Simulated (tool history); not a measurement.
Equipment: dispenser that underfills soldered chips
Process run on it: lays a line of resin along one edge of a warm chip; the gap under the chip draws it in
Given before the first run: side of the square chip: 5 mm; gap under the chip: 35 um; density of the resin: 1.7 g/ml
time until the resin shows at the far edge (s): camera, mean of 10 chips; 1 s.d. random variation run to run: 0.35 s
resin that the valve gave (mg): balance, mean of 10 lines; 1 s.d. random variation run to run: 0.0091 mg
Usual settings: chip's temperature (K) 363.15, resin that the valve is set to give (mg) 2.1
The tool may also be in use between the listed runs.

run   hour  chip's temperature (K)  resin that the valve is set to give (mg)  time until the resin shows at the far edge (s)  resin that the valve gave (mg)
  1      0                  363.15                                       2.1                                            34.9                           2.051
       6.7  -- new syringe of resin
  2   10.4                  363.15                                       2.1                                            22.8                           2.039
  3   19.8                  363.15                                       2.1                                            41.5                           2.049
        24  -- new syringe of resin
  4   31.6                  363.15                                       2.1                                            28.6                           2.034
  5   37.6                  363.15                                       2.1                                            42.4                           2.018
      41.3  -- new syringe of resin
  6   46.6                  363.15                                       2.1                                            24.8                           2.015
  7     53                  363.15                                       2.1                                            36.6                           2.005
      58.7  -- new syringe of resin
  8   62.6                  363.15                                       2.1                                            22.6                           2.021
  9     74                  363.15                                      2.19                                            45.9                           2.087
      76.1  -- new syringe of resin
 10   81.9                  354.15                                       2.1                                            33.7                           2.004
      93.5  -- new syringe of resin
 11     94                  354.15                                       2.2                                              25                           2.079
 12   99.5                  363.15                                      2.39                                            25.9                           2.256
     110.8  -- new syringe of resin
 13  111.5                  363.15                                      2.39                                            18.6                           2.258
     116.8  -- dispensing valve cleaned and set on the balance
 14  120.9                  363.15                                      2.39                                            30.9                           2.382
     129.4  -- new syringe of resin
 15  134.7                  363.15                                       2.1                                            24.4                           2.079
 16  145.8                  364.15                                       2.1                                            47.9                           2.096
     147.1  -- new syringe of resin
 17    155                  363.15                                      2.55                                            28.7                           2.535
     165.1  -- new syringe of resin
 18  165.1                  367.15                                       1.8                                            16.4                           1.788
 19  176.8                  352.15                                      2.18                                            51.1                           2.168
     182.8  -- new syringe of resin
 20  186.6                  352.15                                      2.18                                            32.5                            2.14
 21  199.3                  350.15                                      2.35                                            73.9                           2.288
     200.8  -- new syringe of resin
 22  207.8                  363.15                                      2.67                                            26.4                           2.609
 23  215.5                  363.15                                      2.67                                            42.5                           2.589
     218.4  -- new syringe of resin
 24  226.4                  363.15                                      1.92                                            29.9                           1.876
       236  -- new syringe of resin
 25  238.4                  354.15                                      2.34                                            26.7                           2.258
 26  246.8                  354.15                                      2.34                                            45.5                           2.255
     254.2  -- new syringe of resin
 27  255.7                  366.15                                      2.45                                            17.2                           2.368
 28  265.4                  349.15                                      2.06                                            54.7                           1.982
     271.6  -- new syringe of resin
 29  272.8                  349.15                                      2.06                                            29.9                           1.974
 30  282.4                  367.15                                      2.12                                              31                           2.013
     289.1  -- new syringe of resin
 31  295.2                  363.15                                      2.12                                            25.8                           2.003
 32  304.4                  367.15                                      1.98                                            40.5                           1.871
     307.1  -- new syringe of resin
 33    316                  376.15                                      2.18                                            21.4                           2.073
     324.5  -- new syringe of resin
     330.3  -- dispensing valve cleaned and set on the balance
 34  330.5                  363.15                                      2.32                                            23.6                           2.315

Measured minus without-hidden-state, run by run (identical run-to-run variation in each term; gauge scatter may differ):
Unlogged tool condition in this case: resin's viscosity, % of fresh resin's; dose that the valve gives, % of what is set; true chip temperature over the reading, C; drift of the gauge itself on fill_s, %; drift of the gauge itself on given_mg, %.
run  time until the resin shows at the far edge (s)  resin that the valve gave (mg)
  1                                           +16.2                          -0.051
  2                                            +4.5                          -0.057
  3                                           +22.8                          -0.062
  4                                           +10.3                           -0.07
  5                                           +23.6                          -0.073
  6                                              +6                          -0.078
  7                                           +18.1                          -0.082
  8                                            +4.5                          -0.088
  9                                           +27.9                            -0.1
 10                                            +9.4                            -0.1
 11                                            -0.2                          -0.113
 12                                            +7.3                          -0.127
 13                                            +0.2                          -0.134
 14                                           +12.6                          -0.002
 15                                              +6                          -0.011
 16                                             +30                          -0.016
 17                                           +10.3                          -0.027
 18                                            -0.7                          -0.024
 19                                           +25.4                          -0.036
 20                                            +5.7                          -0.043
 21                                             +46                          -0.055
 22                                            +8.4                          -0.069
 23                                           +24.7                          -0.074
 24                                           +10.9                          -0.059
 25                                            +2.8                           -0.08
 26                                           +21.4                          -0.086
 27                                            +0.5                          -0.095
 28                                           +25.6                          -0.086
 29                                            +0.9                           -0.09
 30                                           +14.7                          -0.098
 31                                            +7.1                          -0.107
 32                                           +24.1                          -0.104
 33                                            +8.6                          -0.123
 34                                            +5.1                          -0.004

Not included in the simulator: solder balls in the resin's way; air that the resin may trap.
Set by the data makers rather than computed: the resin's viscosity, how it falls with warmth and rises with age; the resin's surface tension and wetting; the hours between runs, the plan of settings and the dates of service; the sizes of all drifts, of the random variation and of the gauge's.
